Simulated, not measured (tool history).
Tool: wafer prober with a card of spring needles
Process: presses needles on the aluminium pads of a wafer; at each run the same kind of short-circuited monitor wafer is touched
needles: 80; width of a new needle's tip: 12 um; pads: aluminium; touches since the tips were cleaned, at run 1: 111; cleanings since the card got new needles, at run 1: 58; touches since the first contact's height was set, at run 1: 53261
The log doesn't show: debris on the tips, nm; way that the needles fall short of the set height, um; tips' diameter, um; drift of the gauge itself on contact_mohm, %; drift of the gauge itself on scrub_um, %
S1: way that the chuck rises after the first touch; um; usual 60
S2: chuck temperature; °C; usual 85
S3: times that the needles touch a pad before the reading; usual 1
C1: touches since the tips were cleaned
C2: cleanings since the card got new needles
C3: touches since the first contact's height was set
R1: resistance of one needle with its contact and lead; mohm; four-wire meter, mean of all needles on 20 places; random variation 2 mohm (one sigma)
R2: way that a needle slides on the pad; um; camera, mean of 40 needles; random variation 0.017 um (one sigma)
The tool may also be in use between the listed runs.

run    hour  S1   S2  S3    C1   C2     C3   R1     R2
  1     0.0  60   85   1   111   58  53261  229  11.48
       12.9  -- tips cleaned on abrasive film
       29.0  -- tips cleaned on abrasive film
       45.0  -- tips cleaned on abrasive film
  2    52.2  60   85   1  3052   61  75386  259  11.46
       58.7  -- tips cleaned on abrasive film
       68.6  -- height of the first contact set anew
       75.1  -- tips cleaned on abrasive film
       91.2  -- tips cleaned on abrasive film
  3    96.2  60   85   1  2146   64  11685  254  11.63
      105.9  -- tips cleaned on abrasive film
      122.0  -- tips cleaned on abrasive film
      134.9  -- tips cleaned on abrasive film
      150.9  -- tips cleaned on abrasive film
      166.7  -- tips cleaned on abrasive film
  4   166.7  60   85   1     0   69  41512  227  11.51
      182.8  -- tips cleaned on abrasive film
      198.8  -- tips cleaned on abrasive film
      214.9  -- tips cleaned on abrasive film
      231.0  -- tips cleaned on abrasive film
      247.1  -- tips cleaned on abrasive film
      260.0  -- tips cleaned on abrasive film
  5   260.0  60   99   1     0   75  81047  230  11.41
      263.6  -- height of the first contact set anew
      273.2  -- tips cleaned on abrasive film
      286.1  -- tips cleaned on abrasive film
      299.0  -- tips cleaned on abrasive film
      314.7  -- tips cleaned on abrasive film
  6   314.7  60   99   1     0   79  21613  231  11.64
      330.7  -- tips cleaned on abrasive film
      346.8  -- tips cleaned on abrasive film
      362.9  -- tips cleaned on abrasive film
      379.0  -- tips cleaned on abrasive film
      391.9  -- tips cleaned on abrasive film
  7   397.4  60   99   1  2365   84  56686  257  11.52
      407.1  -- tips cleaned on abrasive film
      423.2  -- tips cleaned on abrasive film
      439.3  -- tips cleaned on abrasive film
      455.1  -- tips cleaned on abrasive film
  8   455.1  60   85   1     0   88  81105  228  11.44
      458.6  -- height of the first contact set anew
      468.3  -- tips cleaned on abrasive film
      484.4  -- tips cleaned on abrasive film
      497.3  -- tips cleaned on abrasive film
      513.4  -- tips cleaned on abrasive film
      529.5  -- tips cleaned on abrasive film
  9   540.1  60   85   1  4544   93  34527  276  11.59
      543.4  -- tips cleaned on abrasive film
      559.5  -- tips cleaned on abrasive film
      575.6  -- tips cleaned on abrasive film
      591.7  -- tips cleaned on abrasive film
      607.8  -- tips cleaned on abrasive film
 10   616.8  60   85   1  3843   98  66990  271  11.49
      623.3  -- tips cleaned on abrasive film
      639.4  -- tips cleaned on abrasive film
      652.2  -- tips cleaned on abrasive film
      652.5  -- height of the first contact set anew
 11   656.3  60   85   1  1585  101   1585  249  11.70
      666.0  -- tips cleaned on abrasive film
      678.9  -- tips cleaned on abrasive film
      694.9  -- tips cleaned on abrasive film
      707.8  -- tips cleaned on abrasive film
      723.9  -- tips cleaned on abrasive film
      736.8  -- tips cleaned on abrasive film
      752.5  -- tips cleaned on abrasive film
 12   752.5  60   85   1     0  108  42319  238  11.54
      768.6  -- tips cleaned on abrasive film
      784.7  -- tips cleaned on abrasive film
      800.8  -- tips cleaned on abrasive film
 13   808.6  60   85   1  3320  111  66081  274  11.51
      815.1  -- tips cleaned on abrasive film
      827.9  -- tips cleaned on abrasive film
      844.0  -- tips cleaned on abrasive film
      847.5  -- height of the first contact set anew
 14   854.6  46   63   2  4370  114   3007  277   8.96
      857.9  -- tips cleaned on abrasive film
      874.0  -- tips cleaned on abrasive film
      890.0  -- tips cleaned on abrasive film
      906.1  -- tips cleaned on abrasive film
 15   918.9  64   63   3  5441  118  30252  238  12.42
      922.2  -- tips cleaned on abrasive film
      935.1  -- tips cleaned on abrasive film
      948.0  -- tips cleaned on abrasive film
      964.1  -- tips cleaned on abrasive film
      976.9  -- tips cleaned on abrasive film
      990.8  -- tips cleaned on abrasive film
 16   990.8  64   50   3     0  124  60667  218  12.27
     1003.7  -- tips cleaned on abrasive film
     1019.8  -- tips cleaned on abrasive film
     1032.7  -- tips cleaned on abrasive film
     1042.6  -- height of the first contact set anew
     1045.9  -- tips cleaned on abrasive film
     1062.0  -- tips cleaned on abrasive film
     1074.9  -- tips cleaned on abrasive film
 17  1085.0  64   30   3  4300  130  17929  233  12.42
     1088.3  -- tips cleaned on abrasive film
     1104.4  -- tips cleaned on abrasive film
     1120.4  -- tips cleaned on abrasive film
     1135.2  -- tips cleaned on abrasive film
 18  1135.2  57   31   2     0  134  39168  212  10.95
     1151.3  -- tips cleaned on abrasive film
     1167.4  -- tips cleaned on abrasive film
     1180.2  -- tips cleaned on abrasive film
     1193.1  -- tips cleaned on abrasive film
     1209.2  -- tips cleaned on abrasive film
 19  1210.2  74  106   2   404  139  70917  230  14.16
     1223.1  -- tips cleaned on abrasive film
     1236.1  -- height of the first contact set anew
     1239.4  -- tips cleaned on abrasive film
     1252.3  -- tips cleaned on abrasive film
     1268.4  -- tips cleaned on abrasive film
     1281.3  -- tips cleaned on abrasive film
 20  1281.7  74   63   1   155  144  19235  222  14.34
     1294.6  -- tips cleaned on abrasive film
     1310.6  -- tips cleaned on abrasive film
     1326.7  -- tips cleaned on abrasive film
     1342.8  -- tips cleaned on abrasive film
     1355.7  -- tips cleaned on abrasive film
 21  1359.0  60   87   1  1388  149  51971  248  11.50
     1368.7  -- tips cleaned on abrasive film
     1384.8  -- tips cleaned on abrasive film
     1400.9  -- tips cleaned on abrasive film
     1413.8  -- tips cleaned on abrasive film
     1429.8  -- tips cleaned on abrasive film
     1430.1  -- height of the first contact set anew
     1443.0  -- tips cleaned on abrasive film
 22  1451.2  53   28   2  3458  155   8910  253  10.32
     1457.6  -- tips cleaned on abrasive film
     1470.5  -- tips cleaned on abrasive film
     1486.6  -- tips cleaned on abrasive film
     1499.5  -- tips cleaned on abrasive film
     1515.6  -- tips cleaned on abrasive film
     1528.5  -- tips cleaned on abrasive film
     1544.6  -- tips cleaned on abrasive film
 23  1546.5  53   28   2   815  162  49247  232  10.18
     1559.4  -- tips cleaned on abrasive film
     1575.5  -- tips cleaned on abrasive film
     1591.5  -- tips cleaned on abrasive film
     1607.6  -- tips cleaned on abrasive film
 24  1609.8  53   87   3   924  166  76064  235  10.08

Forecast each of these 3 alternatives for the next run:
     1622.7  -- tips cleaned on abrasive film
     1626.2  -- height of the first contact set anew
     1635.9  -- tips cleaned on abrasive film
     1651.9  -- tips cleaned on abrasive film
     1668.0  -- tips cleaned on abrasive film
  A  1675.2  75  85   1  3039  170  20756   ?   ?
     1622.7  -- tips cleaned on abrasive film
     1626.2  -- height of the first contact set anew
     1635.9  -- tips cleaned on abrasive film
     1651.9  -- tips cleaned on abrasive film
     1668.0  -- tips cleaned on abrasive film
  B  1675.2  60  85   3  3039  170  20756   ?   ?
     1622.7  -- tips cleaned on abrasive film
     1626.2  -- height of the first contact set anew
     1635.9  -- tips cleaned on abrasive film
     1651.9  -- tips cleaned on abrasive film
     1668.0  -- tips cleaned on abrasive film
  C  1675.2  53  35   3  3039  170  20756   ?   ?

run   R1     R2
  A  253  14.54
  B  246  11.67
  C  244  10.26
Without the tool's hidden state the same runs would have given:
run   R1     R2
  A  214  14.60
  B  221  11.74
  C  212  10.32
